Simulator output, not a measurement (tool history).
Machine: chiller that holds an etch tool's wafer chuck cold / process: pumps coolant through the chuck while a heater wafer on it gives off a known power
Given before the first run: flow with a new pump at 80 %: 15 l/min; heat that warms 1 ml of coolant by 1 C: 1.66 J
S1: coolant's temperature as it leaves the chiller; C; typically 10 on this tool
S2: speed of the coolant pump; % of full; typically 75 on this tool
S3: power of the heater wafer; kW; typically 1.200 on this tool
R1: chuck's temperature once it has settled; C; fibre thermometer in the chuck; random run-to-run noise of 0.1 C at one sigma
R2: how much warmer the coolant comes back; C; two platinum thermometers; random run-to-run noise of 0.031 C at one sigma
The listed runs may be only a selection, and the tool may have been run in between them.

{"run": 1, "hour": 0.0, "S1": 10, "S2": 75, "S3": 1.2, "R1": 25.8, "R2": 3.14}
{"run": 2, "hour": 70.9, "S1": 10, "S2": 75, "S3": 1.2, "R1": 26.0, "R2": 3.15}
{"run": 3, "hour": 107.3, "S1": 10, "S2": 75, "S3": 1.2, "R1": 25.7, "R2": 3.14}
{"run": 4, "hour": 157.1, "S1": 10, "S2": 75, "S3": 1.2, "R1": 25.9, "R2": 3.09}
{"run": 5, "hour": 211.2, "S1": 10, "S2": 90, "S3": 1.2, "R1": 24.5, "R2": 2.47}
{"run": 6, "hour": 257.4, "S1": 10, "S2": 75, "S3": 1.2, "R1": 26.1, "R2": 3.06}
{"run": 7, "hour": 298.4, "S1": 10, "S2": 75, "S3": 1.2, "R1": 26.0, "R2": 3.14}
{"run": 8, "hour": 369.6, "S1": 10, "S2": 75, "S3": 1.2, "R1": 26.1, "R2": 3.16}
{"hour": 377.4, "done": "chiller's thermometer calibrated"}
{"run": 9, "hour": 426.9, "S1": 10, "S2": 75, "S3": 1.2, "R1": 25.1, "R2": 3.13}
{"run": 10, "hour": 457.1, "S1": 10, "S2": 75, "S3": 1.2, "R1": 25.5, "R2": 3.16}
{"run": 11, "hour": 508.7, "S1": 17, "S2": 75, "S3": 1.2, "R1": 32.7, "R2": 3.14}
{"run": 12, "hour": 576.4, "S1": 10, "S2": 75, "S3": 1.05, "R1": 23.6, "R2": 2.74}
{"run": 13, "hour": 620.7, "S1": 10, "S2": 67, "S3": 1.2, "R1": 26.5, "R2": 3.53}
{"run": 14, "hour": 655.1, "S1": 10, "S2": 67, "S3": 1.2, "R1": 26.5, "R2": 3.56}
{"run": 15, "hour": 699.2, "S1": 6, "S2": 75, "S3": 0.619, "R1": 14.1, "R2": 1.57}
{"run": 16, "hour": 766.8, "S1": 3, "S2": 64, "S3": 0.805, "R1": 14.6, "R2": 2.54}
{"run": 17, "hour": 827.5, "S1": 17, "S2": 62, "S3": 1.2, "R1": 34.3, "R2": 3.86}
{"run": 18, "hour": 897.5, "S1": 9, "S2": 79, "S3": 1.055, "R1": 22.6, "R2": 2.65}
{"run": 19, "hour": 931.1, "S1": 8, "S2": 85, "S3": 1.412, "R1": 25.4, "R2": 3.27}
{"run": 20, "hour": 982.5, "S1": 8, "S2": 85, "S3": 1.412, "R1": 25.3, "R2": 3.29}
{"run": 21, "hour": 1015.6, "S1": 8, "S2": 85, "S3": 1.412, "R1": 25.4, "R2": 3.25}
{"run": 22, "hour": 1062.5, "S1": 8, "S2": 72, "S3": 1.601, "R1": 29.4, "R2": 4.51}
{"run": 23, "hour": 1109.1, "S1": 10, "S2": 66, "S3": 0.694, "R1": 19.9, "R2": 2.11}
{"run": 24, "hour": 1139.7, "S1": 10, "S2": 66, "S3": 0.694, "R1": 19.8, "R2": 2.09}
{"run": 25, "hour": 1184.5, "S1": 6, "S2": 75, "S3": 1.2, "R1": 22.0, "R2": 3.26}
{"run": 26, "hour": 1216.8, "S1": 19, "S2": 89, "S3": 0.67, "R1": 27.2, "R2": 1.48}
{"run": 27, "hour": 1254.9, "S1": 19, "S2": 89, "S3": 0.67, "R1": 27.2, "R2": 1.43}
{"run": 28, "hour": 1295.4, "S1": 19, "S2": 89, "S3": 0.67, "R1": 27.2, "R2": 1.44}

Forecast each of these 4 alternatives for the next run:
{"run": "A", "hour": 1338.5, "S1": 7, "S2": 89, "S3": 0.67, "R1": "?", "R2": "?"}
{"run": "B", "hour": 1338.5, "S1": 19, "S2": 78, "S3": 0.67, "R1": "?", "R2": "?"}
{"run": "C", "hour": 1338.5, "S1": 13, "S2": 89, "S3": 0.983, "R1": "?", "R2": "?"}
{"run": "D", "hour": 1338.5, "S1": 19, "S2": 89, "S3": 1.744, "R1": "?", "R2": "?"}

run=A R1=15.1 R2=1.51
run=B R1=27.8 R2=1.72
run=C R1=25.1 R2=2.17
run=D R1=40.0 R2=3.87
Stripped of hidden state, with their random variation kept, the same runs would have yielded:
run=A R1=14.2 R2=1.46
run=B R1=26.8 R2=1.66
run=C R1=23.8 R2=2.10
run=D R1=37.8 R2=3.74
